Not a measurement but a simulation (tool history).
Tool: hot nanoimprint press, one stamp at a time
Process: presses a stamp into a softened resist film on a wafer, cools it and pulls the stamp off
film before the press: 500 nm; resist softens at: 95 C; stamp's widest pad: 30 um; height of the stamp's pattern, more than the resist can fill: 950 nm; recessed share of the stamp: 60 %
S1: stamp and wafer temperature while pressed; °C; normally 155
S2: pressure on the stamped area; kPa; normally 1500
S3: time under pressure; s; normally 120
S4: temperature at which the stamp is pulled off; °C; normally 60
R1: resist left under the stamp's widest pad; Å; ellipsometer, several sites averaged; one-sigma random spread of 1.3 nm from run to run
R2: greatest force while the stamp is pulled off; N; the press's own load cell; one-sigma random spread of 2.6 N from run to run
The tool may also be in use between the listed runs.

run 1 day=0 | S1=155 S2=1500 S3=120 S4=60 | R1=2395 R2=185
run 2 day=1.279 | S1=155 S2=2070 S3=120 S4=60 | R1=2031 R2=185
run 3 day=2.562 | S1=155 S2=1500 S3=120 S4=60 | R1=2400 R2=174
run 4 day=4.117 | S1=155 S2=1500 S3=89 S4=60 | R1=2639 R2=177
run 5 day=5.192 | S1=155 S2=2320 S3=120 S4=60 | R1=1919 R2=185
run 6 day=6.225 | S1=155 S2=1500 S3=120 S4=60 | R1=2405 R2=178
run 7 day=7.175 | S1=155 S2=1500 S3=120 S4=60 | R1=2409 R2=182
run 8 day=8.358 | S1=155 S2=1630 S3=120 S4=60 | R1=2279 R2=175
run 9 day=9.762 | S1=155 S2=1630 S3=120 S4=60 | R1=2294 R2=177
run 10 day=11.562 | S1=155 S2=1630 S3=120 S4=60 | R1=2287 R2=177
run 11 day=12.788 | S1=151 S2=1630 S3=120 S4=60 | R1=2661 R2=181
run 12 day=14.483 | S1=151 S2=1630 S3=120 S4=60 | R1=2639 R2=182
run 13 day=15.496 | S1=151 S2=1630 S3=94 S4=60 | R1=2833 R2=179
-- day=16.679 stamp cleaned and given a new release coat
run 14 day=17.654 | S1=151 S2=1630 S3=94 S4=60 | R1=2855 R2=179
run 15 day=19.129 | S1=155 S2=1540 S3=120 S4=60 | R1=2355 R2=180
-- day=20.112 plate thermocouple calibrated
run 16 day=21.012 | S1=155 S2=1180 S3=120 S4=60 | R1=2638 R2=176
-- day=22.638 gauge calibrated
run 17 day=22.938 | S1=156 S2=1500 S3=120 S4=60 | R1=2333 R2=174
run 18 day=24.179 | S1=152 S2=1080 S3=87 S4=62 | R1=3371 R2=175
run 19 day=25.892 | S1=155 S2=1230 S3=120 S4=60 | R1=2650 R2=176
run 20 day=27.838 | S1=151 S2=2090 S3=120 S4=60 | R1=2353 R2=177
run 21 day=29.433 | S1=166 S2=1500 S3=120 S4=60 | R1=1605 R2=178
run 22 day=31.025 | S1=155 S2=1500 S3=95 S4=47 | R1=2569 R2=197
run 23 day=32.021 | S1=144 S2=920 S3=209 S4=61 | R1=3595 R2=177
-- day=33.492 stamp cleaned and given a new release coat
run 24 day=33.608 | S1=158 S2=2340 S3=110 S4=57 | R1=1751 R2=180
run 25 day=35.283 | S1=158 S2=2340 S3=110 S4=57 | R1=1740 R2=181
run 26 day=36.45 | S1=158 S2=2340 S3=110 S4=57 | R1=1726 R2=177
run 27 day=38.329 | S1=158 S2=2340 S3=110 S4=57 | R1=1731 R2=178
-- day=40.3 plate thermocouple calibrated
run 28 day=40.3 | S1=150 S2=2240 S3=120 S4=58 | R1=2356 R2=186
run 29 day=42.188 | S1=160 S2=2370 S3=120 S4=58 | R1=1544 R2=178

Here are 3 independent what-if runs from the current tool condition. What would each one return?
run A day=43.625 | S1=152 S2=2370 S3=101 S4=67 | R1=? R2=?
run B day=43.625 | S1=155 S2=1500 S3=120 S4=65 | R1=? R2=?
run C day=43.625 | S1=155 S2=1360 S3=120 S4=60 | R1=? R2=?

run=A R1=2229 R2=172
run=B R1=2377 R2=173
run=C R1=2455 R2=178
Stripped of hidden state, with their random variation kept, the same runs would have yielded:
run=A R1=2282 R2=172
run=B R1=2435 R2=173
run=C R1=2515 R2=178
